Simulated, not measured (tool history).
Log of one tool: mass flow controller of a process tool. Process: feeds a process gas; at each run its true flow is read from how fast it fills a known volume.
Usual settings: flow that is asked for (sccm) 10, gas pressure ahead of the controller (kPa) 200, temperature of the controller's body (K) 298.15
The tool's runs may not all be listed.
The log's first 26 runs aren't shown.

| run | day | flow that is asked for (sccm) | gas pressure ahead of the controller (kPa) | temperature of the controller's body (K) | true flow (%) |
|---|---|---|---|---|---|
| 27 | 405.625 | 3 | 263 | 307.15 | 102.37 |
| 28 | 419.150 | 4 | 219 | 307.15 | 100.39 |
| 29 | 435.046 | 4 | 219 | 307.15 | 100.23 |
|  | 454.112 | controller exchanged for a calibrated one |
| 30 | 457.188 | 11 | 219 | 296.15 | 99.30 |
| 31 | 478.229 | 10 | 199 | 300.15 | 98.94 |
| 32 | 498.904 | 12 | 217 | 300.15 | 99.11 |
| 33 | 510.038 | 2 | 143 | 303.15 | 98.51 |
| 34 | 521.054 | 2 | 143 | 303.15 | 98.68 |
| 35 | 531.533 | 2 | 143 | 303.15 | 98.67 |
| 36 | 545.558 | 2 | 143 | 303.15 | 98.86 |
| 37 | 555.596 | 6 | 276 | 305.15 | 98.96 |
| 38 | 564.971 | 15 | 272 | 305.15 | 99.45 |
| 39 | 586.521 | 15 | 272 | 305.15 | 99.44 |

5 ways to go on from here, each from the tool as it stands after run 39. What would each give?
| A | 601.467 | 13 | 242 | 294.15 | ? |
| B | 601.467 | 6 | 272 | 308.15 | ? |
| C | 601.467 | 7 | 155 | 295.15 | ? |
| D | 601.467 | 15 | 167 | 305.15 | ? |
| E | 601.467 | 19 | 271 | 296.15 | ? |

| run | true flow (%) |
|---|---|
| A | 99.36 |
| B | 98.97 |
| C | 98.50 |
| D | 98.40 |
| E | 100.07 |
Without the tool's hidden state the same runs would have given:
| run | true flow (%) |
|---|---|
| A | 99.81 |
| B | 98.98 |
| C | 98.63 |
| D | 98.90 |
| E | 100.64 |
